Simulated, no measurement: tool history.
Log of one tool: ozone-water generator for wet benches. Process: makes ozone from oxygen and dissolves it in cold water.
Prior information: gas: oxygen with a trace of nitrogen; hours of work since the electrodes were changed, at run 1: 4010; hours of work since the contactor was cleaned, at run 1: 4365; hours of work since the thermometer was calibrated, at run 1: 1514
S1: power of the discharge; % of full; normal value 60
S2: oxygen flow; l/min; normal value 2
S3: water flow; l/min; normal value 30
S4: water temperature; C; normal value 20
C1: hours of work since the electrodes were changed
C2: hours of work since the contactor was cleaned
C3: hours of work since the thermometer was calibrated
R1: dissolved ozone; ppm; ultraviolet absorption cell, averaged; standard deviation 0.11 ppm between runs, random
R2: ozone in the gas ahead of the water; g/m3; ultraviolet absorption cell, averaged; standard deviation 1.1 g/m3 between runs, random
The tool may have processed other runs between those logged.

run    hour  S1    S2  S3  S4    C1    C2    C3   R1     R2
  1       0  60     2  30  20  4010  4365  1514  7.1  187.2
  2    66.5  60     2  30  20  4067  4422  1571  7.3  189.5
  3     165  60  2.07  30  20  4152  4506  1656  7.3  185.1
  4   270.2  60  2.07  30  20  4242  4596  1746  7.1  185.9
  5   367.8  60  2.07  30  20  4325  4680  1830  7.3  185.2
  6   487.7  60     2  30  20  4428  4782  1932  7.1  188.8
  7   635.9  60     2  30  20  4555  4909  2059  7.1  188.7
  8     748  60     2  30  20  4651  5005  2155  6.9  188.7
  9   821.8  44     2  30  20  4714  5069  2218  5.8  152.7
 10   905.4  44     2  30  12  4786  5140  2290  6.1  156.1
 11  1041.3  44     2  30  12  4902  5257  2407  6.1  154.3
 12  1107.3  44     2  30  12  4959  5313  2463  6.1  154.6
 13  1220.2  60     2  30  20  5056  5410  2560  7.3    189
 14  1335.2  60     2  30  20  5154  5508  2658  7.1  187.2
 15    1459  60     2  30  20  5260  5615  2764  7.2  187.2
 16  1578.4  60     2  30  20  5362  5717  2867  7.1  188.5
 17    1700  56  1.29  30  20  5467  5821  2971  5.4  216.9

Estimate the outcome of run 18 from the log above:
 18  1792.7  56  1.29  30  20  5546  5900  3050   ?   ?

R1: 5.9 ppm
R2: 216.9 g/m3
Had the tool carried no hidden state, the very same run would have given R1 5.9 ppm, R2 217 g/m3.
